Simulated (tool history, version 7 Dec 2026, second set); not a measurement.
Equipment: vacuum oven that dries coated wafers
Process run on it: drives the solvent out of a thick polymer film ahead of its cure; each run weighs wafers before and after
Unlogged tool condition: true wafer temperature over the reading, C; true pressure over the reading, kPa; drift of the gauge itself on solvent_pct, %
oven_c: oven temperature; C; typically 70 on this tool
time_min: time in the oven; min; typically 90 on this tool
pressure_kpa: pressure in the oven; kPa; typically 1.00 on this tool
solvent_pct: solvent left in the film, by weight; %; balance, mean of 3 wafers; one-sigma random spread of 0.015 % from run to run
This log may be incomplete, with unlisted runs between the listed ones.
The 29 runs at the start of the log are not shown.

run	day	oven_c	time_min	pressure_kpa	hours of work since the thermocouples were calibrated	hours of work since the vacuum gauge was cleaned of residue	solvent_pct
30	50.900	66	90	1.10	80	414	1.48
31	52.483	60	66	1.00	102	436	4.65
32	53.967	76	61	2.95	123	457	1.10
33	55.567	75	113	2.99	145	479	0.64
34	57.396	70	71	2.61	170	504	1.63
35	59.583	70	71	2.61	201	535	1.65
36	61.408	70	90	2.25	226	560	1.05
37	63.125	70	90	2.25	250	584	1.05
38	65.188	62	90	2.82	279	613	2.94
39	66.850	62	67	0.65	302	636	3.63
40	69.050	62	67	0.51	332	667	3.58
41	70.662	62	67	0.51	355	689	3.55
42	71.788	77	67	0.51	371	705	0.39
43	73.812	77	67	0.51	399	733	0.36
44	76.258	77	94	0.51	433	767	0.14
45	77.812	70	108	2.11	455	789	0.74
46	80.067	70	86	2.90	486	820	1.25

Consider 3 possible next runs. They are alternatives, not a sequence: every one starts from the tool as it was left by run 46. What does each give?
A	81.642	59	102	2.96	508	842	?
B	81.642	70	70	1.00	508	842	?
C	81.642	82	65	0.62	508	842	?

run	solvent_pct
A	3.35
B	1.25
C	0.18
The same runs, with their run-to-run variation unchanged, on a tool lacking any hidden condition would have given:
run	solvent_pct
A	3.59
B	1.39
C	0.18
